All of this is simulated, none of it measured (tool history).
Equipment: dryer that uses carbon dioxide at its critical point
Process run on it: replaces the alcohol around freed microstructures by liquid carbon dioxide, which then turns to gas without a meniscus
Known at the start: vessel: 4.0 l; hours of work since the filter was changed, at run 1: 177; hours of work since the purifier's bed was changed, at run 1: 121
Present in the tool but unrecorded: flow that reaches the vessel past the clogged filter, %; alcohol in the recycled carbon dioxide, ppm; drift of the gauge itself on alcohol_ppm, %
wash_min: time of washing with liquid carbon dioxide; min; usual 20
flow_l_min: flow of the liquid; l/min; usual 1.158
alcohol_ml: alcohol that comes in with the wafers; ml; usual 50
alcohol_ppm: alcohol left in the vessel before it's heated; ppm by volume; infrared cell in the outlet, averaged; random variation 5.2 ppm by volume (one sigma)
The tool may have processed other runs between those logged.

run	hour	wash_min	flow_l_min	alcohol_ml	hours of work since the filter was changed	hours of work since the purifier's bed was changed	alcohol_ppm
1	0	20	1.158	50	177	121	142
2	7.4	20	1.158	33	182	127	107
3	17.1	20	1.158	33	189	133	98
4	26.6	20	1.158	34	195	140	117
5	31.5	20	1.158	34	199	143	99
6	39	20	1.158	34	204	149	108
7	43.8	20	1.158	34	207	152	116
8	49.7	20	1.158	50	212	156	152
9	60.2	20	1.158	39	219	163	136
10	65.9	20	1.158	39	223	167	131
11	75.1	20	1.158	39	229	174	131
12	85.6	20	0.7	39	237	181	602
13	92.5	20	0.7	39	241	186	581
14	98.2	20	0.7	39	245	190	602
15	106.8	20	1.19	39	251	196	123
16	115.4	20	1.19	39	257	202	118
17	126.9	20	1.96	43	265	210	36
18	136.5	20	1.96	43	272	216	45
19	143.5	14	1.158	56	277	221	633

The next listed run, before its measurement:
20	151.1	14	1.158	56	282	226	?

{"run 20": {"alcohol_ppm": 621}}
Minus the tool's unlogged condition, the same run would have read alcohol_ppm 462 ppm by volume.
